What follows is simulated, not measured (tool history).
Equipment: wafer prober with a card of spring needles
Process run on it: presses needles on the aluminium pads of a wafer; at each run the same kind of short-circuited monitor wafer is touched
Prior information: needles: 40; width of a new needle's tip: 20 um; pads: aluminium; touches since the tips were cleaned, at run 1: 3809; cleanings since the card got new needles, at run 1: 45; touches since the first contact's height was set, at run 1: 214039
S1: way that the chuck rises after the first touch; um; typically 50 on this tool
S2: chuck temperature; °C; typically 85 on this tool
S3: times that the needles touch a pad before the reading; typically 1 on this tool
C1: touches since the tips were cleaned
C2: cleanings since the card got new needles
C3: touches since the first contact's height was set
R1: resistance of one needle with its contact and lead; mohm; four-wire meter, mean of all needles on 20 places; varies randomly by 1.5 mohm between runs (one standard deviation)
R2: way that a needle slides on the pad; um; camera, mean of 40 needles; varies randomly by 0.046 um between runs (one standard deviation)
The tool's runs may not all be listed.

{"run": 1, "day": 0.0, "S1": 50, "S2": 85, "S3": 1, "C1": 3809, "C2": 45, "C3": 214039, "R1": 199, "R2": 9.82}
{"day": 0.121, "done": "tips cleaned on abrasive film"}
{"day": 0.65, "done": "tips cleaned on abrasive film"}
{"day": 1.146, "done": "tips cleaned on abrasive film"}
{"run": 2, "day": 1.192, "S1": 50, "S2": 85, "S3": 1, "C1": 372, "C2": 48, "C3": 224196, "R1": 156, "R2": 9.76}
{"day": 1.646, "done": "tips cleaned on abrasive film"}
{"run": 3, "day": 1.938, "S1": 60, "S2": 85, "S3": 1, "C1": 2515, "C2": 49, "C3": 230606, "R1": 172, "R2": 11.97}
{"day": 2.2, "done": "tips cleaned on abrasive film"}
{"day": 2.317, "done": "height of the first contact set anew"}
{"day": 2.721, "done": "tips cleaned on abrasive film"}
{"day": 3.208, "done": "tips cleaned on abrasive film"}
{"run": 4, "day": 3.208, "S1": 60, "S2": 85, "S3": 1, "C1": 0, "C2": 52, "C3": 7620, "R1": 142, "R2": 12.46}
{"day": 3.754, "done": "tips cleaned on abrasive film"}
{"day": 4.308, "done": "tips cleaned on abrasive film"}
{"run": 5, "day": 4.542, "S1": 32, "S2": 85, "S3": 1, "C1": 2029, "C2": 54, "C3": 19055, "R1": 235, "R2": 6.64}
{"day": 4.792, "done": "tips cleaned on abrasive film"}
{"day": 5.283, "done": "tips cleaned on abrasive film"}
{"run": 6, "day": 5.729, "S1": 50, "S2": 85, "S3": 3, "C1": 3846, "C2": 56, "C3": 29225, "R1": 161, "R2": 10.3}
{"day": 5.808, "done": "tips cleaned on abrasive film"}
{"day": 6.296, "done": "tips cleaned on abrasive film"}
{"run": 7, "day": 6.296, "S1": 53, "S2": 85, "S3": 1, "C1": 0, "C2": 58, "C3": 34036, "R1": 147, "R2": 10.96}
{"day": 6.804, "done": "tips cleaned on abrasive film"}
{"run": 8, "day": 6.992, "S1": 50, "S2": 85, "S3": 1, "C1": 1627, "C2": 59, "C3": 40002, "R1": 174, "R2": 10.28}
{"day": 7.317, "done": "tips cleaned on abrasive film"}
{"run": 9, "day": 7.717, "S1": 50, "S2": 85, "S3": 1, "C1": 3449, "C2": 60, "C3": 46207, "R1": 192, "R2": 10.27}
{"day": 7.838, "done": "tips cleaned on abrasive film"}
{"day": 8.396, "done": "tips cleaned on abrasive film"}
{"run": 10, "day": 8.396, "S1": 35, "S2": 85, "S3": 3, "C1": 0, "C2": 62, "C3": 51995, "R1": 159, "R2": 7.16}
{"day": 8.875, "done": "tips cleaned on abrasive film"}
{"run": 11, "day": 9.212, "S1": 35, "S2": 85, "S3": 3, "C1": 2902, "C2": 63, "C3": 58988, "R1": 188, "R2": 7.14}
{"day": 9.371, "done": "tips cleaned on abrasive film"}
{"day": 9.85, "done": "tips cleaned on abrasive film"}
{"run": 12, "day": 9.85, "S1": 39, "S2": 122, "S3": 3, "C1": 0, "C2": 65, "C3": 64443, "R1": 163, "R2": 8.0}
{"day": 10.329, "done": "tips cleaned on abrasive film"}
{"run": 13, "day": 10.479, "S1": 58, "S2": 89, "S3": 1, "C1": 1309, "C2": 66, "C3": 69825, "R1": 161, "R2": 11.98}
{"day": 10.892, "done": "tips cleaned on abrasive film"}
{"run": 14, "day": 11.042, "S1": 58, "S2": 89, "S3": 1, "C1": 1315, "C2": 67, "C3": 74650, "R1": 159, "R2": 11.87}
{"day": 11.396, "done": "tips cleaned on abrasive film"}
{"run": 15, "day": 11.8, "S1": 58, "S2": 89, "S3": 1, "C1": 3478, "C2": 68, "C3": 81127, "R1": 177, "R2": 11.83}
{"day": 11.879, "done": "tips cleaned on abrasive film"}
{"day": 12.412, "done": "tips cleaned on abrasive film"}
{"run": 16, "day": 12.825, "S1": 50, "S2": 85, "S3": 3, "C1": 3555, "C2": 70, "C3": 89885, "R1": 165, "R2": 10.15}
{"day": 12.946, "done": "tips cleaned on abrasive film"}
{"day": 13.479, "done": "tips cleaned on abrasive film"}
{"run": 17, "day": 13.817, "S1": 50, "S2": 85, "S3": 3, "C1": 2899, "C2": 72, "C3": 98377, "R1": 165, "R2": 10.18}

3 options for the next run, each taken on its own from the tool as it stands now. Forecast them:
{"day": 14.004, "done": "tips cleaned on abrasive film"}
{"day": 14.521, "done": "tips cleaned on abrasive film"}
{"day": 15.046, "done": "tips cleaned on abrasive film"}
{"run": "A", "day": 15.104, "S1": 69, "S2": 34, "S3": 3, "C1": 518, "C2": 75, "C3": 109387, "R1": "?", "R2": "?"}
{"day": 14.004, "done": "tips cleaned on abrasive film"}
{"day": 14.521, "done": "tips cleaned on abrasive film"}
{"day": 15.046, "done": "tips cleaned on abrasive film"}
{"run": "B", "day": 15.104, "S1": 50, "S2": 120, "S3": 2, "C1": 518, "C2": 75, "C3": 109387, "R1": "?", "R2": "?"}
{"day": 14.004, "done": "tips cleaned on abrasive film"}
{"day": 14.521, "done": "tips cleaned on abrasive film"}
{"day": 15.046, "done": "tips cleaned on abrasive film"}
{"run": "C", "day": 15.104, "S1": 32, "S2": 78, "S3": 1, "C1": 518, "C2": 75, "C3": 109387, "R1": "?", "R2": "?"}

run=A R1=136 R2=14.08
run=B R1=161 R2=10.19
run=C R1=191 R2=6.32
With the hidden condition removed and each run's random variation left untouched, the same runs would have given:
run=A R1=132 R2=14.37
run=B R1=152 R2=10.48
run=C R1=156 R2=6.60
